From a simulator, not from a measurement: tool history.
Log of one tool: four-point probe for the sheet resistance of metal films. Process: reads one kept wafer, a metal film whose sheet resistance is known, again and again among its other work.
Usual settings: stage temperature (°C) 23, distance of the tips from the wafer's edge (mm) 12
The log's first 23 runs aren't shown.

run    hour  stage temperature (°C)  distance of the tips from the wafer's edge (mm)  sheet resistance as the instrument gives it (ohm/square)
        800  -- stage's thermometer calibrated
 24   842.9                      23                                                8                                                   1.92835
 25   878.3                      25                                                6                                                   1.94539
 26   916.4                      24                                                5                                                  1.965819
      936.4  -- stage's thermometer calibrated, once more
 27   951.7                      24                                                5                                                  1.964302
 28   999.6                      24                                                5                                                  1.963858
 29  1037.1                      29                                               14                                                   1.90221
 30  1067.3                      23                                                5                                                  1.966423
 31  1097.3                      23                                               40                                                  1.903881
 32  1132.7                      22                                                6                                                  1.948393
 33  1168.6                      33                                               72                                                  1.889789
 34  1189.2                      33                                               72                                                  1.889415
 35  1224.7                      33                                               72                                                  1.889097
 36  1274.4                      24                                               49                                                  1.901959
 37  1307.9                      24                                               49                                                  1.902523
 38  1332.2                      24                                               49                                                  1.902162
 39  1355.8                      34                                               21                                                   1.89241
 40    1383                      27                                               21                                                  1.901363
 41  1432.4                      26                                               68                                                  1.899533
 42  1461.5                      19                                               53                                                  1.909434
 43  1505.6                      28                                               55                                                  1.896974
 44  1536.2                      24                                               19                                                  1.906243
 45  1577.5                      23                                               34                                                  1.905685

3 ways to go on from here, each from the tool as it stands after run 45. What would each give?
  A  1624.7                      26                                                5                                                         ?
  B  1624.7                      23                                               20                                                         ?
  C  1624.7                      26                                               45                                                         ?

run  sheet resistance as the instrument gives it (ohm/square)
  A                                                  1.963222
  B                                                  1.907617
  C                                                  1.900534
Without the tool's hidden state the same runs would have given:
run  sheet resistance as the instrument gives it (ohm/square)
  A                                                  1.963852
  B                                                  1.908226
  C                                                  1.901148
